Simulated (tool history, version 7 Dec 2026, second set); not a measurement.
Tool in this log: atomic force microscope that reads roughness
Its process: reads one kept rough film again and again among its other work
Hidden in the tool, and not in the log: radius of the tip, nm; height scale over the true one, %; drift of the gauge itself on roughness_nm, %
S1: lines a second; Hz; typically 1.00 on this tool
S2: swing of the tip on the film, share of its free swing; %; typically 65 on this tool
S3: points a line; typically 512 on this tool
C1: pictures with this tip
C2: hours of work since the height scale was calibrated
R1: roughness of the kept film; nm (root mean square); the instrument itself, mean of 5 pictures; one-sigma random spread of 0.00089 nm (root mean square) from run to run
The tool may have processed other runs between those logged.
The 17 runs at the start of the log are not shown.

| run | day | S1 | S2 | S3 | C1 | C2 | R1 |
|---|---|---|---|---|---|---|---|
| 18 | 16.667 | 1.00 | 65 | 512 | 77 | 224 | 0.5230 |
| 19 | 17.412 | 1.00 | 71 | 512 | 101 | 232 | 0.5196 |
| 20 | 18.308 | 1.00 | 65 | 512 | 131 | 241 | 0.5270 |
| 21 | 18.908 | 1.00 | 65 | 512 | 150 | 247 | 0.5236 |
| 22 | 19.521 | 1.91 | 65 | 512 | 170 | 253 | 0.5164 |
| 23 | 20.400 | 1.00 | 73 | 312 | 199 | 262 | 0.5179 |
| 24 | 21.429 | 3.43 | 59 | 270 | 233 | 273 | 0.5107 |
| 25 | 22.708 | 3.43 | 59 | 270 | 274 | 286 | 0.5098 |
| 26 | 23.504 | 0.76 | 65 | 512 | 300 | 294 | 0.5248 |
| 27 | 24.558 | 1.00 | 69 | 789 | 335 | 305 | 0.5228 |
|  | 25.212 | new tip fitted |
| 28 | 25.879 | 1.00 | 69 | 455 | 21 | 318 | 0.5211 |
| 29 | 26.467 | 1.57 | 61 | 721 | 41 | 324 | 0.5232 |
| 30 | 27.029 | 1.43 | 69 | 792 | 59 | 330 | 0.5188 |
| 31 | 27.812 | 0.57 | 65 | 512 | 84 | 338 | 0.5270 |
| 32 | 29.192 | 1.33 | 74 | 720 | 130 | 352 | 0.5145 |
| 33 | 30.442 | 1.33 | 74 | 720 | 170 | 364 | 0.5142 |
| 34 | 31.325 | 1.38 | 74 | 720 | 199 | 373 | 0.5128 |
| 35 | 32.704 | 1.60 | 65 | 1019 | 244 | 387 | 0.5201 |
| 36 | 33.788 | 1.00 | 77 | 512 | 280 | 398 | 0.5154 |
| 37 | 34.492 | 0.98 | 90 | 512 | 303 | 406 | 0.5018 |
| 38 | 35.271 | 1.38 | 57 | 655 | 328 | 413 | 0.5267 |
| 39 | 35.938 | 0.55 | 74 | 532 | 350 | 420 | 0.5228 |
|  | 36.154 | new tip fitted |
| 40 | 37.008 | 1.42 | 70 | 532 | 28 | 431 | 0.5170 |

Branching from run 40: 4 alternative next runs. What would each branch give?
| A | 38.396 | 2.30 | 65 | 512 | 74 | 445 | ? |
| B | 38.396 | 1.29 | 70 | 950 | 74 | 445 | ? |
| C | 38.396 | 1.42 | 70 | 345 | 74 | 445 | ? |
| D | 38.396 | 1.91 | 66 | 541 | 74 | 445 | ? |

| run | R1 |
|---|---|
| A | 0.5126 |
| B | 0.5194 |
| C | 0.5147 |
| D | 0.5172 |
With the hidden condition removed and each run's random variation left untouched, the same runs would have given:
| run | R1 |
|---|---|
| A | 0.5127 |
| B | 0.5195 |
| C | 0.5147 |
| D | 0.5172 |

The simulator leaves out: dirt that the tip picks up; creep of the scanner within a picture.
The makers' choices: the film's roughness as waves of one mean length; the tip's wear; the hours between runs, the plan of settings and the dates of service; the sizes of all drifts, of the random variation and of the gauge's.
